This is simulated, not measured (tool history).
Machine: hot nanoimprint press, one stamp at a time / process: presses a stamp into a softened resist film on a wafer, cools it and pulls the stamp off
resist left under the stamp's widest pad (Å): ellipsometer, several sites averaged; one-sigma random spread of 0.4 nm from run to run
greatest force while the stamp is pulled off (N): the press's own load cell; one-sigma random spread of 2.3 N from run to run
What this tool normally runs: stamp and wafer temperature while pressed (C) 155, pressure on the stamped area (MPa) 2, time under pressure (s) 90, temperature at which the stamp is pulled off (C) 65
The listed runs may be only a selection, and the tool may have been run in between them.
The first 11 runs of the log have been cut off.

run     day  stamp and wafer temperature while pressed (C)  pressure on the stamped area (MPa)  time under pressure (s)  temperature at which the stamp is pulled off (C)  hours of work since the thermocouple was calibrated  imprints on the stamp's release coat  hours of work since the press's seals were changed  resist left under the stamp's widest pad (Å)  greatest force while the stamp is pulled off (N)
     12.538  -- stamp cleaned and given a new release coat
 12  13.079                                            155                                   2                       90                                                65                                                  191                                    63                                                 327                                          1248                                               123
 13   14.05                                            155                                   2                       90                                                65                                                  208                                   177                                                 344                                          1250                                               126
 14  14.792                                            155                                   2                      176                                                65                                                  221                                   263                                                 357                                           961                                               125
 15  15.912                                            155                                   2                      157                                                65                                                  241                                   395                                                 377                                          1013                                               135
 16  16.788                                            159                                   2                       90                                                56                                                  257                                   497                                                 393                                          1102                                               161
 17  17.633                                            158                                   2                       90                                                65                                                  272                                   596                                                 408                                          1136                                               143
 18  18.583                                            158                                   2                       90                                                65                                                  289                                   707                                                 425                                          1144                                               142
     20.029  -- stamp cleaned and given a new release coat
 19  20.062                                            158                                   2                       90                                                65                                                  311                                     3                                                 447                                          1147                                               124
 20  21.317                                            155                                   2                      136                                                70                                                  333                                   150                                                 469                                          1090                                               113
 21  22.167                                            163                                2.87                      137                                                65                                                  348                                   250                                                 485                                           697                                               128
 22  23.612                                            155                                   2                      108                                                72                                                  374                                   419                                                 510                                          1194                                               112
     24.971  -- plate thermocouple calibrated
 23  25.188                                            158                                2.14                       53                                                65                                                    4                                   589                                                 536                                          1317                                               134
 24  26.671                                            167                                1.32                       99                                                59                                                   30                                   762                                                 563                                           946                                               166
       27.6  -- stamp cleaned and given a new release coat
 25  27.992                                            147                                   2                      105                                                63                                                   49                                    46                                                 582                                          1497                                               129
 26  28.812                                            155                                2.26                       90                                                59                                                   64                                   142                                                 597                                          1169                                               143
 27  29.917                                            155                                2.26                      167                                                59                                                   84                                   271                                                 616                                           913                                               149
 28  30.783                                            143                                1.75                      155                                                65                                                   99                                   373                                                 632                                          1583                                               131
      31.85  -- press's hydraulic seals changed and the load cell set to zero
 29   31.85                                            155                                   2                       49                                                54                                                  112                                   458                                                   0                                          1502                                               167
 30  32.758                                            150                                   2                      119                                                65                                                  129                                   564                                                  16                                          1300                                               137

Alternative continuations, all from the tool just after run 30; predict every row:
  A  34.229                                            155                                   2                       83                                                65                                                  155                                   737                                                  43                                             ?                                                 ?
  B  34.229                                            166                                   2                      119                                                65                                                  155                                   737                                                  43                                             ?                                                 ?
  C  34.229                                            150                                   2                      110                                                65                                                  155                                   737                                                  43                                             ?                                                 ?

run  resist left under the stamp's widest pad (Å)  greatest force while the stamp is pulled off (N)
  A                                          1264                                               138
  B                                           754                                               148
  C                                          1345                                               143
The same runs, with their run-to-run variation unchanged, on a tool lacking any hidden condition would have given:
run  resist left under the stamp's widest pad (Å)  greatest force while the stamp is pulled off (N)
  A                                          1249                                               114
  B                                           745                                               124
  C                                          1330                                               119
